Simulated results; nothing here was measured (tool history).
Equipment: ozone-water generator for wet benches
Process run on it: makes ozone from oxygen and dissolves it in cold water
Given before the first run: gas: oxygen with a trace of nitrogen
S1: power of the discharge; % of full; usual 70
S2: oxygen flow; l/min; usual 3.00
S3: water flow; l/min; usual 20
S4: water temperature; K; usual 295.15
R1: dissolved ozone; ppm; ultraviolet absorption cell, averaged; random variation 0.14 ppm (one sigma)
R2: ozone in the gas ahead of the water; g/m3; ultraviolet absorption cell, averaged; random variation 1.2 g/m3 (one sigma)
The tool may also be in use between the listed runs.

{"run": 1, "day": 0.0, "S1": 70, "S2": 3.0, "S3": 20, "S4": 295.15, "R1": 16.4, "R2": 216.7}
{"run": 2, "day": 1.054, "S1": 70, "S2": 3.0, "S3": 20, "S4": 295.15, "R1": 16.3, "R2": 215.4}
{"run": 3, "day": 1.642, "S1": 70, "S2": 3.0, "S3": 20, "S4": 295.15, "R1": 16.5, "R2": 218.8}
{"run": 4, "day": 2.329, "S1": 70, "S2": 3.0, "S3": 20, "S4": 295.15, "R1": 16.4, "R2": 217.1}
{"run": 5, "day": 3.058, "S1": 70, "S2": 3.0, "S3": 20, "S4": 292.15, "R1": 17.1, "R2": 215.7}
{"run": 6, "day": 4.075, "S1": 70, "S2": 3.0, "S3": 20, "S4": 291.15, "R1": 17.0, "R2": 219.3}
{"run": 7, "day": 5.038, "S1": 70, "S2": 3.0, "S3": 20, "S4": 291.15, "R1": 17.2, "R2": 216.8}
{"run": 8, "day": 5.779, "S1": 70, "S2": 3.0, "S3": 20, "S4": 291.15, "R1": 16.9, "R2": 216.5}
{"run": 9, "day": 6.962, "S1": 70, "S2": 3.0, "S3": 20, "S4": 291.15, "R1": 17.3, "R2": 215.6}
{"run": 10, "day": 7.942, "S1": 70, "S2": 3.0, "S3": 20, "S4": 291.15, "R1": 17.2, "R2": 217.9}
{"run": 11, "day": 8.75, "S1": 70, "S2": 3.0, "S3": 20, "S4": 291.15, "R1": 17.1, "R2": 216.2}
{"run": 12, "day": 10.058, "S1": 70, "S2": 3.0, "S3": 15, "S4": 295.15, "R1": 20.7, "R2": 216.6}
{"run": 13, "day": 11.1, "S1": 70, "S2": 3.0, "S3": 20, "S4": 295.15, "R1": 16.5, "R2": 215.8}
{"run": 14, "day": 11.717, "S1": 70, "S2": 3.0, "S3": 20, "S4": 295.15, "R1": 16.6, "R2": 217.0}
{"run": 15, "day": 13.025, "S1": 70, "S2": 3.0, "S3": 20, "S4": 295.15, "R1": 16.4, "R2": 217.0}
{"run": 16, "day": 13.688, "S1": 70, "S2": 3.0, "S3": 20, "S4": 295.15, "R1": 16.2, "R2": 213.2}
{"run": 17, "day": 14.5, "S1": 70, "S2": 3.0, "S3": 20, "S4": 295.15, "R1": 16.6, "R2": 215.9}
{"run": 18, "day": 15.196, "S1": 76, "S2": 3.13, "S3": 16, "S4": 293.15, "R1": 21.7, "R2": 226.0}
{"run": 19, "day": 16.571, "S1": 85, "S2": 4.2, "S3": 28, "S4": 299.15, "R1": 15.2, "R2": 225.7}
{"run": 20, "day": 17.533, "S1": 48, "S2": 2.78, "S3": 28, "S4": 299.15, "R1": 8.5, "R2": 165.8}
{"run": 21, "day": 18.942, "S1": 49, "S2": 1.83, "S3": 29, "S4": 295.15, "R1": 7.1, "R2": 191.9}
{"run": 22, "day": 19.65, "S1": 49, "S2": 1.83, "S3": 29, "S4": 295.15, "R1": 7.0, "R2": 190.3}
{"run": 23, "day": 20.396, "S1": 86, "S2": 3.33, "S3": 29, "S4": 297.15, "R1": 14.0, "R2": 243.5}
{"run": 24, "day": 21.333, "S1": 86, "S2": 3.33, "S3": 29, "S4": 297.15, "R1": 13.9, "R2": 242.7}
{"run": 25, "day": 22.721, "S1": 70, "S2": 1.69, "S3": 20, "S4": 295.15, "R1": 12.8, "R2": 257.0}
{"run": 26, "day": 23.625, "S1": 70, "S2": 1.69, "S3": 20, "S4": 295.15, "R1": 12.6, "R2": 255.3}
{"run": 27, "day": 24.771, "S1": 70, "S2": 1.62, "S3": 13, "S4": 295.15, "R1": 18.8, "R2": 259.4}
{"run": 28, "day": 25.633, "S1": 70, "S2": 3.0, "S3": 20, "S4": 295.15, "R1": 16.4, "R2": 214.1}
{"run": 29, "day": 26.762, "S1": 95, "S2": 1.9, "S3": 29, "S4": 294.15, "R1": 11.8, "R2": 310.0}
{"run": 30, "day": 28.158, "S1": 95, "S2": 1.9, "S3": 29, "S4": 295.15, "R1": 11.8, "R2": 307.7}
{"run": 31, "day": 29.004, "S1": 95, "S2": 1.9, "S3": 18, "S4": 290.15, "R1": 19.6, "R2": 307.7}
{"run": 32, "day": 30.3, "S1": 95, "S2": 1.9, "S3": 18, "S4": 290.15, "R1": 19.9, "R2": 309.9}

Below, each run's measurement less what the same run would have read without the hidden state. Both values contain the same run-to-run variation, but the gauge's scatter may not be the same in both:
Hidden state at play: yield of the discharge, % of new electrodes'; contactor's efficiency, % of a clean one's; true water temperature over the reading, C; drift of the gauge itself on ozone_ppm, %; drift of the gauge itself on gas_g_m3, %.
run=1 R1=-0.2 R2=-2.2
run=2 R1=-0.3 R2=-2.2
run=3 R1=-0.2 R2=-2.3
run=4 R1=-0.2 R2=-2.2
run=5 R1=-0.3 R2=-2.3
run=6 R1=-0.2 R2=-2.4
run=7 R1=-0.3 R2=-2.4
run=8 R1=-0.2 R2=-2.5
run=9 R1=-0.3 R2=-2.5
run=10 R1=-0.3 R2=-2.6
run=11 R1=-0.3 R2=-2.6
run=12 R1=-0.3 R2=-2.7
run=13 R1=-0.3 R2=-2.8
run=14 R1=-0.3 R2=-2.8
run=15 R1=-0.3 R2=-2.9
run=16 R1=-0.3 R2=-2.9
run=17 R1=-0.3 R2=-3.0
run=18 R1=-0.5 R2=-3.4
run=19 R1=-0.3 R2=-3.7
run=20 R1=-0.1 R2=-1.8
run=21 R1=-0.1 R2=-2.1
run=22 R1=-0.2 R2=-2.1
run=23 R1=-0.3 R2=-4.3
run=24 R1=-0.3 R2=-4.3
run=25 R1=-0.3 R2=-4.1
run=26 R1=-0.3 R2=-4.2
run=27 R1=-0.4 R2=-4.3
run=28 R1=-0.4 R2=-3.6
run=29 R1=-0.3 R2=-6.5
run=30 R1=-0.4 R2=-6.6
run=31 R1=-0.5 R2=-6.7
run=32 R1=-0.5 R2=-6.9

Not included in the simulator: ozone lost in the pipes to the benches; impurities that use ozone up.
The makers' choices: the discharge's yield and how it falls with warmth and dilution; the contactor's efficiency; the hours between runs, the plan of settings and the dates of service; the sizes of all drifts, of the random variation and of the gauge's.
